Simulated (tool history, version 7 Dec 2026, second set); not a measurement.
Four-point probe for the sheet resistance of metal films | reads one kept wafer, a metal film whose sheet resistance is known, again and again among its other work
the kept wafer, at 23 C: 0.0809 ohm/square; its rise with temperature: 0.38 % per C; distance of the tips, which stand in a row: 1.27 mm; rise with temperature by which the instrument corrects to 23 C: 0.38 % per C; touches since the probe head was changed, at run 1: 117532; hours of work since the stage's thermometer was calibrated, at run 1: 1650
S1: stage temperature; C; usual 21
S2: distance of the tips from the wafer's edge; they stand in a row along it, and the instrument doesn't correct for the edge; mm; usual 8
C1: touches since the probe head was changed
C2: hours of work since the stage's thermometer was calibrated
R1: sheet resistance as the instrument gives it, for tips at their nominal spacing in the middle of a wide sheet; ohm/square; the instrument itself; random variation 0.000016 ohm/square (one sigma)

| run | day | S1 | S2 | C1 | C2 | R1 |
|---|---|---|---|---|---|---|
| 1 | 0.000 | 21 | 8 | 117532 | 1650 | 0.080969 |
| 2 | 2.017 | 21 | 8 | 119464 | 1680 | 0.080953 |
| 3 | 4.567 | 21 | 9 | 121906 | 1719 | 0.080686 |
|  | 6.675 | new probe head fitted |
| 4 | 7.050 | 21 | 73 | 357 | 1755 | 0.080581 |
| 5 | 8.879 | 24 | 8 | 2112 | 1783 | 0.081676 |
| 6 | 11.871 | 21 | 4 | 4978 | 1828 | 0.084723 |
| 7 | 13.938 | 21 | 8 | 6958 | 1859 | 0.081645 |
| 8 | 16.371 | 21 | 8 | 9289 | 1895 | 0.081642 |
| 9 | 19.300 | 21 | 8 | 12097 | 1939 | 0.081586 |
| 10 | 22.050 | 21 | 8 | 14731 | 1980 | 0.081596 |
| 11 | 23.450 | 21 | 8 | 16073 | 2002 | 0.081547 |
| 12 | 25.412 | 21 | 8 | 17956 | 2031 | 0.081539 |
| 13 | 27.150 | 21 | 8 | 19619 | 2057 | 0.081514 |
| 14 | 29.317 | 21 | 8 | 21698 | 2090 | 0.081506 |
| 15 | 30.812 | 21 | 8 | 23130 | 2112 | 0.081513 |
| 16 | 32.429 | 21 | 8 | 24680 | 2136 | 0.081501 |
|  | 32.671 | stage's thermometer calibrated |
| 17 | 33.792 | 21 | 38 | 25964 | 17 | 0.080352 |
| 18 | 35.450 | 21 | 38 | 27552 | 42 | 0.080380 |
| 19 | 37.421 | 21 | 38 | 29444 | 71 | 0.080330 |
|  | 37.696 | stage's thermometer calibrated, once more |
| 20 | 39.583 | 21 | 38 | 31496 | 28 | 0.080621 |
| 21 | 41.408 | 21 | 38 | 33244 | 56 | 0.080608 |
| 22 | 43.621 | 21 | 38 | 35363 | 89 | 0.080598 |
| 23 | 45.367 | 21 | 38 | 37037 | 115 | 0.080567 |
| 24 | 48.267 | 31 | 4 | 39816 | 159 | 0.084617 |
| 25 | 49.692 | 35 | 4 | 41181 | 180 | 0.084586 |
| 26 | 52.496 | 35 | 4 | 43869 | 222 | 0.084540 |
| 27 | 53.846 | 35 | 4 | 45161 | 243 | 0.084522 |
| 28 | 56.912 | 25 | 22 | 48099 | 289 | 0.080554 |
| 29 | 59.883 | 29 | 12 | 50946 | 333 | 0.080858 |
| 30 | 61.554 | 20 | 47 | 52551 | 358 | 0.080439 |
| 31 | 63.479 | 29 | 74 | 54394 | 387 | 0.080358 |
| 32 | 65.325 | 22 | 14 | 56161 | 415 | 0.080710 |
| 33 | 68.117 | 26 | 3 | 58839 | 457 | 0.087353 |
| 34 | 69.783 | 26 | 3 | 60435 | 482 | 0.087328 |
| 35 | 72.475 | 26 | 3 | 63015 | 522 | 0.087305 |
| 36 | 75.300 | 26 | 3 | 65722 | 565 | 0.087249 |
| 37 | 78.171 | 20 | 3 | 68474 | 608 | 0.087258 |
| 38 | 80.975 | 20 | 3 | 71161 | 650 | 0.087239 |
| 39 | 82.308 | 29 | 7 | 72436 | 670 | 0.081590 |
| 40 | 83.912 | 29 | 7 | 73973 | 694 | 0.081596 |
| 41 | 86.588 | 30 | 16 | 76536 | 734 | 0.080423 |
| 42 | 88.279 | 33 | 63 | 78161 | 760 | 0.080162 |
| 43 | 90.308 | 20 | 5 | 80103 | 790 | 0.082840 |
| 44 | 92.842 | 35 | 53 | 82532 | 828 | 0.080120 |

The same runs without the tool's hidden state, with the same run-to-run variation:
The hidden state here: inner tips' distance over the nominal, %; tips' flats over new ones', %; wafer's true temperature over the reading, C; drift of the gauge itself on sheet_ohm, %.
| run | R1 |
|---|---|
| 1 | 0.081991 |
| 2 | 0.081993 |
| 3 | 0.081743 |
| 4 | 0.080856 |
| 5 | 0.081969 |
| 6 | 0.085054 |
| 7 | 0.081981 |
| 8 | 0.081998 |
| 9 | 0.081965 |
| 10 | 0.081997 |
| 11 | 0.081959 |
| 12 | 0.081968 |
| 13 | 0.081957 |
| 14 | 0.081967 |
| 15 | 0.081986 |
| 16 | 0.081988 |
| 17 | 0.080932 |
| 18 | 0.080973 |
| 19 | 0.080937 |
| 20 | 0.080966 |
| 21 | 0.080968 |
| 22 | 0.080975 |
| 23 | 0.080958 |
| 24 | 0.085050 |
| 25 | 0.085031 |
| 26 | 0.085010 |
| 27 | 0.085001 |
| 28 | 0.081038 |
| 29 | 0.081369 |
| 30 | 0.080964 |
| 31 | 0.080896 |
| 32 | 0.081265 |
| 33 | 0.087974 |
| 34 | 0.087963 |
| 35 | 0.087965 |
| 36 | 0.087933 |
| 37 | 0.087971 |
| 38 | 0.087976 |
| 39 | 0.082292 |
| 40 | 0.082310 |
| 41 | 0.081150 |
| 42 | 0.080901 |
| 43 | 0.083623 |
| 44 | 0.080894 |

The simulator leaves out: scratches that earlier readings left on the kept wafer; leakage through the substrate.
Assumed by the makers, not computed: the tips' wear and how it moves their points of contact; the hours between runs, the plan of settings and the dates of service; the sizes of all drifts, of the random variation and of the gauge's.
